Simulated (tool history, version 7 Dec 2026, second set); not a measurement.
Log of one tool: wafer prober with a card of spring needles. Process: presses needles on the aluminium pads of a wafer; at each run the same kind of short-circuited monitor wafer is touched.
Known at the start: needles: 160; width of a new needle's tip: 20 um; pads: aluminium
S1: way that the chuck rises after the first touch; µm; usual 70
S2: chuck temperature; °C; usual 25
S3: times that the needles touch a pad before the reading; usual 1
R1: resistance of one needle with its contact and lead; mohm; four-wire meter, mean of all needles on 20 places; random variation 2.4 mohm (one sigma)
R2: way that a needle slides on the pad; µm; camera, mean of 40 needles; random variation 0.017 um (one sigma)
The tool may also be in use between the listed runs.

run 1 hour=0.0 | S1=70 S2=25 S3=1 | R1=272 R2=9.81
-- hour=7.3 tips cleaned on abrasive film
run 2 hour=10.4 | S1=70 S2=25 S3=1 | R1=273 R2=9.82
run 3 hour=21.8 | S1=70 S2=25 S3=1 | R1=278 R2=9.83
-- hour=31.2 tips cleaned on abrasive film
run 4 hour=35.2 | S1=70 S2=25 S3=1 | R1=273 R2=9.82
-- hour=55.4 tips cleaned on abrasive film
run 5 hour=55.6 | S1=70 S2=25 S3=1 | R1=272 R2=9.88
run 6 hour=69.8 | S1=70 S2=25 S3=1 | R1=277 R2=9.88
-- hour=79.9 tips cleaned on abrasive film
run 7 hour=79.9 | S1=70 S2=25 S3=1 | R1=274 R2=9.89
run 8 hour=95.3 | S1=70 S2=25 S3=1 | R1=277 R2=9.89
-- hour=103.9 tips cleaned on abrasive film
run 9 hour=110.8 | S1=70 S2=25 S3=1 | R1=273 R2=9.86
run 10 hour=126.6 | S1=74 S2=33 S3=1 | R1=279 R2=10.46
-- hour=128.5 tips cleaned on abrasive film
run 11 hour=136.5 | S1=86 S2=30 S3=1 | R1=275 R2=12.21
-- hour=152.5 tips cleaned on abrasive film
run 12 hour=154.8 | S1=84 S2=25 S3=1 | R1=268 R2=11.95
-- hour=176.2 tips cleaned on abrasive film
run 13 hour=176.9 | S1=62 S2=52 S3=2 | R1=283 R2=8.83
run 14 hour=194.4 | S1=62 S2=104 S3=2 | R1=303 R2=8.86
-- hour=201.1 tips cleaned on abrasive film
run 15 hour=215.2 | S1=60 S2=40 S3=1 | R1=285 R2=8.55
-- hour=226.0 tips cleaned on abrasive film
run 16 hour=235.1 | S1=60 S2=40 S3=1 | R1=286 R2=8.61
-- hour=250.3 tips cleaned on abrasive film
run 17 hour=250.8 | S1=60 S2=40 S3=1 | R1=287 R2=8.61

Forecast each of these 4 alternatives for the next run:
run A hour=260.3 | S1=60 S2=70 S3=1 | R1=? R2=?
run B hour=260.3 | S1=87 S2=40 S3=1 | R1=? R2=?
run C hour=260.3 | S1=65 S2=25 S3=1 | R1=? R2=?
run D hour=260.3 | S1=50 S2=25 S3=1 | R1=? R2=?

run=A R1=292 R2=8.58
run=B R1=275 R2=12.51
run=C R1=278 R2=9.32
run=D R1=282 R2=7.20
Without the tool's hidden state the same runs would have given:
run=A R1=292 R2=8.38
run=B R1=274 R2=12.21
run=C R1=277 R2=9.10
run=D R1=282 R2=7.02
